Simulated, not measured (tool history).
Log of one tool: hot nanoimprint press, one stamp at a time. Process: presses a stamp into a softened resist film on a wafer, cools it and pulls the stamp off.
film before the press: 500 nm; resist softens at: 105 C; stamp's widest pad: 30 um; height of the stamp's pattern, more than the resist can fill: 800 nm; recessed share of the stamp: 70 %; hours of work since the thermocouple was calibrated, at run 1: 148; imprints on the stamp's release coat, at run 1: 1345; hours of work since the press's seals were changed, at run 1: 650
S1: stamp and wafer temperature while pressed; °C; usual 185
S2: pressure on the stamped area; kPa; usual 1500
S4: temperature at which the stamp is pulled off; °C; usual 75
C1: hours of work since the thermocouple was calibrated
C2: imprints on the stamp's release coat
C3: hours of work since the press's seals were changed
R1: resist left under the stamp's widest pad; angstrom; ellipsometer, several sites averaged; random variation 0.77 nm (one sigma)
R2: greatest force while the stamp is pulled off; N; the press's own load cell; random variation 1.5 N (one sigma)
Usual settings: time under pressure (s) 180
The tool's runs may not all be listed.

run 1 hour=0 | S1=185 S2=1500 time_under_pressure_(s)=180 S4=75 | C1=148 C2=1345 C3=650 | R1=2856 R2=246
run 2 hour=32.9 | S1=185 S2=1500 time_under_pressure_(s)=180 S4=75 | C1=167 C2=1412 C3=669 | R1=2861 R2=246
run 3 hour=57.5 | S1=185 S2=1500 time_under_pressure_(s)=180 S4=75 | C1=181 C2=1463 C3=683 | R1=2866 R2=249
run 4 hour=90.2 | S1=185 S2=1500 time_under_pressure_(s)=180 S4=75 | C1=200 C2=1530 C3=702 | R1=2860 R2=250
-- hour=113.1 stamp cleaned and given a new release coat
run 5 hour=113.1 | S1=185 S2=1500 time_under_pressure_(s)=180 S4=75 | C1=210 C2=0 C3=711 | R1=2847 R2=220
run 6 hour=128.7 | S1=185 S2=1500 time_under_pressure_(s)=180 S4=75 | C1=218 C2=32 C3=720 | R1=2855 R2=223
run 7 hour=165.3 | S1=185 S2=1500 time_under_pressure_(s)=180 S4=75 | C1=239 C2=107 C3=741 | R1=2864 R2=224
run 8 hour=183.4 | S1=185 S2=2120 time_under_pressure_(s)=180 S4=75 | C1=250 C2=144 C3=752 | R1=2484 R2=223
run 9 hour=199.1 | S1=185 S2=2120 time_under_pressure_(s)=180 S4=75 | C1=259 C2=176 C3=761 | R1=2507 R2=223
run 10 hour=229.6 | S1=185 S2=1500 time_under_pressure_(s)=180 S4=75 | C1=276 C2=238 C3=778 | R1=2833 R2=224
-- hour=235.7 plate thermocouple calibrated
run 11 hour=256.3 | S1=185 S2=1500 time_under_pressure_(s)=180 S4=75 | C1=12 C2=287 C3=792 | R1=2798 R2=222
run 12 hour=273.9 | S1=185 S2=1500 time_under_pressure_(s)=180 S4=75 | C1=22 C2=323 C3=802 | R1=2796 R2=222
run 13 hour=304.7 | S1=187 S2=1530 time_under_pressure_(s)=106 S4=75 | C1=39 C2=385 C3=819 | R1=3133 R2=225
run 14 hour=321.1 | S1=185 S2=1500 time_under_pressure_(s)=142 S4=70 | C1=49 C2=419 C3=829 | R1=3010 R2=242
run 15 hour=337.2 | S1=186 S2=1200 time_under_pressure_(s)=148 S4=70 | C1=58 C2=452 C3=838 | R1=3127 R2=241
run 16 hour=361.2 | S1=195 S2=1500 time_under_pressure_(s)=137 S4=70 | C1=72 C2=501 C3=852 | R1=2345 R2=243
run 17 hour=399.2 | S1=176 S2=920 time_under_pressure_(s)=171 S4=67 | C1=93 C2=578 C3=873 | R1=3972 R2=256
run 18 hour=416.4 | S1=191 S2=1120 time_under_pressure_(s)=307 S4=68 | C1=103 C2=614 C3=883 | R1=2172 R2=253
-- hour=455.8 plate thermocouple calibrated, once more
run 19 hour=457.2 | S1=182 S2=1500 time_under_pressure_(s)=164 S4=75 | C1=1 C2=691 C3=905 | R1=3253 R2=237
run 20 hour=491.2 | S1=182 S2=1500 time_under_pressure_(s)=164 S4=75 | C1=20 C2=760 C3=924 | R1=3255 R2=238
run 21 hour=518.9 | S1=182 S2=1500 time_under_pressure_(s)=164 S4=75 | C1=36 C2=817 C3=940 | R1=3225 R2=239
run 22 hour=548 | S1=182 S2=1500 time_under_pressure_(s)=164 S4=75 | C1=53 C2=877 C3=957 | R1=3236 R2=243
run 23 hour=578.7 | S1=182 S2=1500 time_under_pressure_(s)=164 S4=75 | C1=70 C2=939 C3=974 | R1=3232 R2=241
run 24 hour=611 | S1=192 S2=1500 time_under_pressure_(s)=159 S4=73 | C1=89 C2=1005 C3=993 | R1=2526 R2=247

4 ways to go on from here, each from the tool as it stands after run 24. What would each give?
run A hour=647.1 | S1=192 S2=1410 time_under_pressure_(s)=163 S4=77 | C1=109 C2=1079 C3=1013 | R1=? R2=?
run B hour=647.1 | S1=193 S2=1310 time_under_pressure_(s)=295 S4=73 | C1=109 C2=1079 C3=1013 | R1=? R2=?
run C hour=647.1 | S1=192 S2=1500 time_under_pressure_(s)=183 S4=60 | C1=109 C2=1079 C3=1013 | R1=? R2=?
run D hour=647.1 | S1=176 S2=1140 time_under_pressure_(s)=159 S4=65 | C1=109 C2=1079 C3=1013 | R1=? R2=?

run=A R1=2560 R2=235
run=B R1=2049 R2=249
run=C R1=2397 R2=292
run=D R1=3944 R2=278
Without the tool's hidden state the same runs would have given:
run=A R1=2525 R2=216
run=B R1=2020 R2=230
run=C R1=2360 R2=269
run=D R1=3923 R2=256

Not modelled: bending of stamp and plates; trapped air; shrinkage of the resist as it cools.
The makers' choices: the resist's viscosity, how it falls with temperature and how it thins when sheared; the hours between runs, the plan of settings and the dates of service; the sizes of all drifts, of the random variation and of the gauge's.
